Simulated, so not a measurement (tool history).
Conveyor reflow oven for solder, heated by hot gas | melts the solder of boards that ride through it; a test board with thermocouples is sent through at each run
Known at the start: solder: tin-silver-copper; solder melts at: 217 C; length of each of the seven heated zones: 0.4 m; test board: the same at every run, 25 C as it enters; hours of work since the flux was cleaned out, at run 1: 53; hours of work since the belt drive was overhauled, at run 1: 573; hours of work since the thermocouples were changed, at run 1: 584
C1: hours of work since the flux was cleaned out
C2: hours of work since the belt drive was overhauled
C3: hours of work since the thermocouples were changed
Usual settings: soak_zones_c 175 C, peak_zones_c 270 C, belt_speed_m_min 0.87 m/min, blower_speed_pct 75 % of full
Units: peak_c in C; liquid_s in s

{"run": 1, "day": 0.0, "soak_zones_c": 175, "peak_zones_c": 270, "belt_speed_m_min": 0.87, "blower_speed_pct": 75, "C1": 53, "C2": 573, "C3": 584, "peak_c": 255, "liquid_s": 43.6}
{"day": 0.462, "done": "thermocouples of zones 6 and 7 changed"}
{"run": 2, "day": 1.771, "soak_zones_c": 175, "peak_zones_c": 270, "belt_speed_m_min": 0.789, "blower_speed_pct": 75, "C1": 80, "C2": 600, "C3": 21, "peak_c": 259.3, "liquid_s": 50.3}
{"run": 3, "day": 2.825, "soak_zones_c": 175, "peak_zones_c": 270, "belt_speed_m_min": 0.789, "blower_speed_pct": 75, "C1": 97, "C2": 617, "C3": 38, "peak_c": 259.6, "liquid_s": 50.7}
{"run": 4, "day": 3.754, "soak_zones_c": 175, "peak_zones_c": 270, "belt_speed_m_min": 0.845, "blower_speed_pct": 75, "C1": 112, "C2": 631, "C3": 53, "peak_c": 257.2, "liquid_s": 46}
{"run": 5, "day": 5.308, "soak_zones_c": 175, "peak_zones_c": 270, "belt_speed_m_min": 0.87, "blower_speed_pct": 68, "C1": 136, "C2": 656, "C3": 77, "peak_c": 254.2, "liquid_s": 43.2}
{"run": 6, "day": 6.667, "soak_zones_c": 175, "peak_zones_c": 270, "belt_speed_m_min": 0.87, "blower_speed_pct": 78, "C1": 158, "C2": 678, "C3": 99, "peak_c": 256.5, "liquid_s": 44.6}
{"run": 7, "day": 7.625, "soak_zones_c": 175, "peak_zones_c": 270, "belt_speed_m_min": 0.87, "blower_speed_pct": 78, "C1": 174, "C2": 693, "C3": 115, "peak_c": 256.6, "liquid_s": 44.6}
{"run": 8, "day": 8.558, "soak_zones_c": 175, "peak_zones_c": 270, "belt_speed_m_min": 0.87, "blower_speed_pct": 78, "C1": 188, "C2": 708, "C3": 130, "peak_c": 256.7, "liquid_s": 44.4}
{"run": 9, "day": 9.458, "soak_zones_c": 175, "peak_zones_c": 270, "belt_speed_m_min": 0.87, "blower_speed_pct": 72, "C1": 203, "C2": 723, "C3": 144, "peak_c": 254.9, "liquid_s": 43.5}
{"run": 10, "day": 10.942, "soak_zones_c": 175, "peak_zones_c": 270, "belt_speed_m_min": 0.87, "blower_speed_pct": 72, "C1": 227, "C2": 746, "C3": 168, "peak_c": 254.9, "liquid_s": 43.5}
{"run": 11, "day": 12.05, "soak_zones_c": 175, "peak_zones_c": 270, "belt_speed_m_min": 0.856, "blower_speed_pct": 73, "C1": 244, "C2": 764, "C3": 185, "peak_c": 255.9, "liquid_s": 44.7}
{"run": 12, "day": 13.892, "soak_zones_c": 182, "peak_zones_c": 268, "belt_speed_m_min": 0.856, "blower_speed_pct": 62, "C1": 274, "C2": 794, "C3": 215, "peak_c": 252.1, "liquid_s": 44.5}
{"run": 13, "day": 15.358, "soak_zones_c": 184, "peak_zones_c": 260, "belt_speed_m_min": 0.87, "blower_speed_pct": 75, "C1": 297, "C2": 817, "C3": 238, "peak_c": 248, "liquid_s": 43}
{"run": 14, "day": 16.204, "soak_zones_c": 184, "peak_zones_c": 260, "belt_speed_m_min": 0.87, "blower_speed_pct": 75, "C1": 311, "C2": 831, "C3": 252, "peak_c": 247.9, "liquid_s": 43.1}
{"run": 15, "day": 17.471, "soak_zones_c": 179, "peak_zones_c": 260, "belt_speed_m_min": 0.87, "blower_speed_pct": 75, "C1": 331, "C2": 851, "C3": 272, "peak_c": 247.4, "liquid_s": 41.2}

4 ways to go on from here, each from the tool as it stands after run 15. What would each give?
{"day": 18.496, "done": "flux residue cleaned out of gas plates and filters"}
{"run": "A", "day": 19.033, "soak_zones_c": 179, "peak_zones_c": 260, "belt_speed_m_min": 0.955, "blower_speed_pct": 75, "C1": 9, "C2": 873, "C3": 294, "peak_c": "?", "liquid_s": "?"}
{"day": 18.496, "done": "flux residue cleaned out of gas plates and filters"}
{"run": "B", "day": 19.033, "soak_zones_c": 171, "peak_zones_c": 284, "belt_speed_m_min": 0.87, "blower_speed_pct": 53, "C1": 9, "C2": 873, "C3": 294, "peak_c": "?", "liquid_s": "?"}
{"day": 18.496, "done": "flux residue cleaned out of gas plates and filters"}
{"run": "C", "day": 19.033, "soak_zones_c": 179, "peak_zones_c": 267, "belt_speed_m_min": 1.027, "blower_speed_pct": 75, "C1": 9, "C2": 873, "C3": 294, "peak_c": "?", "liquid_s": "?"}
{"day": 18.496, "done": "flux residue cleaned out of gas plates and filters"}
{"run": "D", "day": 19.033, "soak_zones_c": 166, "peak_zones_c": 268, "belt_speed_m_min": 0.87, "blower_speed_pct": 62, "C1": 9, "C2": 873, "C3": 294, "peak_c": "?", "liquid_s": "?"}

run=A peak_c=245.8 liquid_s=36.2
run=B peak_c=260.7 liquid_s=44.5
run=C peak_c=249.4 liquid_s=35.1
run=D peak_c=249.6 liquid_s=38.2
Without the tool's hidden state the same runs would have given:
run=A peak_c=245.6 liquid_s=35.4
run=B peak_c=260.3 liquid_s=43.5
run=C peak_c=249.2 liquid_s=34.3
run=D peak_c=249.3 liquid_s=37.3
